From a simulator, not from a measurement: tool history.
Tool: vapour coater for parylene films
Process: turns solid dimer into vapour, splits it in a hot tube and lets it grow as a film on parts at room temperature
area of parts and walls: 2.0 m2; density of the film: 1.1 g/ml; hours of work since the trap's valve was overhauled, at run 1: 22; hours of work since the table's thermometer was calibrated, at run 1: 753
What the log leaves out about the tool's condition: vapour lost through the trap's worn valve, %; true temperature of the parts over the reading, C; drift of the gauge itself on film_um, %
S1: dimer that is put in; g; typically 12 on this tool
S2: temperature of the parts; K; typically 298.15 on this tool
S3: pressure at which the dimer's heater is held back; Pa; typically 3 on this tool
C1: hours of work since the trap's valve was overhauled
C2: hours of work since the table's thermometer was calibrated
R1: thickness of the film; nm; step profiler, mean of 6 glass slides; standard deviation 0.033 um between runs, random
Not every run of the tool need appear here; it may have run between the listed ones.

{"run": 1, "hour": 0.0, "S1": 12, "S2": 298.15, "S3": 3, "C1": 22, "C2": 753, "R1": 3290}
{"run": 2, "hour": 56.9, "S1": 12, "S2": 298.15, "S3": 3, "C1": 49, "C2": 781, "R1": 3240}
{"run": 3, "hour": 83.7, "S1": 12, "S2": 298.15, "S3": 3, "C1": 62, "C2": 794, "R1": 3190}
{"run": 4, "hour": 120.6, "S1": 12, "S2": 298.15, "S3": 3, "C1": 80, "C2": 812, "R1": 3240}
{"run": 5, "hour": 166.0, "S1": 12, "S2": 298.15, "S3": 3, "C1": 103, "C2": 834, "R1": 3190}
{"run": 6, "hour": 219.3, "S1": 12, "S2": 298.15, "S3": 3, "C1": 129, "C2": 860, "R1": 3160}
{"run": 7, "hour": 274.0, "S1": 12, "S2": 298.15, "S3": 5.01, "C1": 155, "C2": 887, "R1": 2760}
{"run": 8, "hour": 329.4, "S1": 12, "S2": 298.15, "S3": 3, "C1": 182, "C2": 914, "R1": 3040}
{"run": 9, "hour": 356.9, "S1": 12, "S2": 306.15, "S3": 3, "C1": 196, "C2": 928, "R1": 2430}
{"run": 10, "hour": 410.0, "S1": 12, "S2": 306.15, "S3": 3, "C1": 222, "C2": 954, "R1": 2360}
{"run": 11, "hour": 465.0, "S1": 12, "S2": 306.15, "S3": 3, "C1": 249, "C2": 980, "R1": 2330}
{"run": 12, "hour": 502.5, "S1": 12, "S2": 306.15, "S3": 3, "C1": 267, "C2": 999, "R1": 2350}
{"run": 13, "hour": 548.2, "S1": 12, "S2": 298.15, "S3": 2.06, "C1": 289, "C2": 1021, "R1": 3230}
{"run": 14, "hour": 593.5, "S1": 12, "S2": 298.15, "S3": 2.81, "C1": 311, "C2": 1043, "R1": 2980}
{"run": 15, "hour": 630.5, "S1": 17, "S2": 301.15, "S3": 4.18, "C1": 329, "C2": 1061, "R1": 3510}
{"run": 16, "hour": 665.6, "S1": 12, "S2": 293.15, "S3": 10.52, "C1": 347, "C2": 1078, "R1": 2550}
{"run": 17, "hour": 715.8, "S1": 22, "S2": 303.15, "S3": 3, "C1": 371, "C2": 1103, "R1": 4540}
{"hour": 746.1, "done": "trap's valve overhauled"}
{"run": 18, "hour": 771.1, "S1": 16, "S2": 296.15, "S3": 6.35, "C1": 12, "C2": 1128, "R1": 3860}
{"run": 19, "hour": 818.8, "S1": 13, "S2": 303.15, "S3": 3, "C1": 36, "C2": 1151, "R1": 2980}
{"run": 20, "hour": 875.5, "S1": 10, "S2": 304.15, "S3": 4.42, "C1": 63, "C2": 1179, "R1": 2070}
{"run": 21, "hour": 909.8, "S1": 12, "S2": 293.15, "S3": 3, "C1": 80, "C2": 1196, "R1": 3800}
{"run": 22, "hour": 954.4, "S1": 12, "S2": 303.15, "S3": 3.19, "C1": 102, "C2": 1217, "R1": 2720}
{"run": 23, "hour": 1009.2, "S1": 10, "S2": 305.15, "S3": 3.19, "C1": 128, "C2": 1244, "R1": 2040}

Hidden condition of the tool, last listed run before each entry between runs versus first listed run after:
Run 17 -> run 18: trap's valve overhauled (hour 746.1)
  vapour lost through the trap's worn valve, %: 13 -> 0.7
  measured value less the no-hidden-state value, R1: -620 -> +20 nm
